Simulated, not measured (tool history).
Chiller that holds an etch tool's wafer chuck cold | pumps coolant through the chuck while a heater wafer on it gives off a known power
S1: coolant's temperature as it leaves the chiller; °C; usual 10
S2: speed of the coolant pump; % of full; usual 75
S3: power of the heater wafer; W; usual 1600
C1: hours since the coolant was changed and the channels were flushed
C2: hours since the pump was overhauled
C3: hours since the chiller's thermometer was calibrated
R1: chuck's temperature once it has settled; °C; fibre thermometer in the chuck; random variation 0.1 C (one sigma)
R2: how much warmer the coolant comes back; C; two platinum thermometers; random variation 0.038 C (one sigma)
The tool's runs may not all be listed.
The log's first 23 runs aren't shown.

{"run": 24, "hour": 2607.7, "S1": 6, "S2": 87, "S3": 2225, "C1": 5166, "C2": 4938, "C3": 568, "R1": 33.9, "R2": 10.37}
{"hour": 2623.8, "done": "coolant changed, channels flushed"}
{"run": 25, "hour": 2733.2, "S1": 6, "S2": 87, "S3": 2225, "C1": 109, "C2": 5057, "C3": 688, "R1": 31.4, "R2": 10.47}
{"run": 26, "hour": 2822.3, "S1": 7, "S2": 84, "S3": 1548, "C1": 199, "C2": 5146, "C3": 777, "R1": 24.9, "R2": 7.54}
{"run": 27, "hour": 2911.8, "S1": 7, "S2": 84, "S3": 1548, "C1": 288, "C2": 5236, "C3": 866, "R1": 25.1, "R2": 7.53}
{"hour": 3013.4, "done": "coolant pump overhauled"}
{"run": 28, "hour": 3016.0, "S1": 10, "S2": 97, "S3": 1600, "C1": 387, "C2": 3, "C3": 966, "R1": 25.8, "R2": 5.81}
{"run": 29, "hour": 3081.2, "S1": 14, "S2": 76, "S3": 1600, "C1": 452, "C2": 68, "C3": 1031, "R1": 32.4, "R2": 7.52}
{"run": 30, "hour": 3219.8, "S1": 15, "S2": 75, "S3": 1080, "C1": 591, "C2": 206, "C3": 1169, "R1": 27.4, "R2": 5.15}
{"run": 31, "hour": 3369.5, "S1": 6, "S2": 92, "S3": 1265, "C1": 741, "C2": 356, "C3": 1319, "R1": 18.7, "R2": 4.92}
{"run": 32, "hour": 3436.7, "S1": 12, "S2": 72, "S3": 1389, "C1": 808, "C2": 423, "C3": 1386, "R1": 28.4, "R2": 7.06}

3 ways to go on from here, each from the tool as it stands after run 32. What would each give?
{"run": "A", "hour": 3567.6, "S1": 4, "S2": 75, "S3": 1600, "C1": 939, "C2": 554, "C3": 1517, "R1": "?", "R2": "?"}
{"run": "B", "hour": 3567.6, "S1": 6, "S2": 85, "S3": 1384, "C1": 939, "C2": 554, "C3": 1517, "R1": "?", "R2": "?"}
{"run": "C", "hour": 3567.6, "S1": 17, "S2": 82, "S3": 2257, "C1": 939, "C2": 554, "C3": 1517, "R1": "?", "R2": "?"}

run=A R1=22.6 R2=7.74
run=B R1=20.9 R2=5.85
run=C R1=41.9 R2=9.97
Without the tool's hidden state the same runs would have given:
run=A R1=22.6 R2=7.63
run=B R1=20.9 R2=5.77
run=C R1=41.7 R2=9.83
